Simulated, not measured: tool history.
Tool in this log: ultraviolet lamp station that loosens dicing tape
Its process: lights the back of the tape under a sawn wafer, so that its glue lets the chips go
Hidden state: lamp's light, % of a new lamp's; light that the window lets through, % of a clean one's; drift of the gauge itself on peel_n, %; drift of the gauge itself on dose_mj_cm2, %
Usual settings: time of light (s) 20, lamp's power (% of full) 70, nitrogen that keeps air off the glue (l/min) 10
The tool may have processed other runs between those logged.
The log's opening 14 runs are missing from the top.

run    hour  time of light (s)  lamp's power (% of full)  nitrogen that keeps air off the glue (l/min)  hours of work of the lamp  hours of work since the window was cleaned  force that peels the tape off (N)  light that reached the tape (mJ/cm²)
 15   530.7                 39                        70                                            10                         79                                         245                              0.078                                   533
 16     554                 39                        70                                            10                         92                                         258                              0.088                                   537
 17   577.4                 12                        70                                            10                        105                                         271                              1.093                                   165
 18   623.8                 12                        70                                            10                        131                                         297                              1.111                                   165
 19   669.1                 20                        70                                            10                        156                                         323                              0.322                                   276
 20   712.4                 20                        70                                            10                        181                                         347                              0.331                                   276
 21     754                 20                        70                                            10                        204                                         370                              0.324                                   273
 22   792.6                 23                        76                                             4                        225                                         392                              0.301                                   345
 23   834.9                 30                        93                                             4                        249                                         415                              0.085                                   547
 24   879.5                 35                        76                                            17                        274                                         440                               0.08                                   524
 25   906.9                 20                        71                                             3                        289                                         456                              0.602                                   275
 26   933.3                 20                        71                                             3                        304                                         471                              0.604                                   280
 27   986.9                 20                        87                                            16                        334                                         501                              0.151                                   340
 28  1032.6                 18                        63                                            10                        360                                         526                              0.552                                   228
 29  1058.9                 18                        63                                            10                        375                                         541                              0.552                                   223
 30  1085.7                 17                        60                                             4                        390                                         556                              1.052                                   201
     1099.4  -- window cleaned of glue's vapour
 31  1127.1                 30                        90                                             4                        413                                          16                              0.104                                   528
 32  1165.1                 18                        69                                            10                        434                                          37                              0.444                                   240
 33    1220                 38                        88                                            10                        465                                          68                              0.071                                   661
 34  1267.6                 38                        88                                            10                        491                                          94                              0.072                                   657
 35  1301.2                 10                        72                                            10                        510                                         113                              1.467                                   141

For run 36, what comes out?
 36  1344.8                 20                        91                                            10                        535                                         138                                  ?                                     ?

{"run 36": {"force that peels the tape off (N)": 0.16, "light that reached the tape (mJ/cm²)": 353}}
Without the tool's hidden state the same run would have given force that peels the tape off (N) 0.159, light that reached the tape (mJ/cm²) 354.
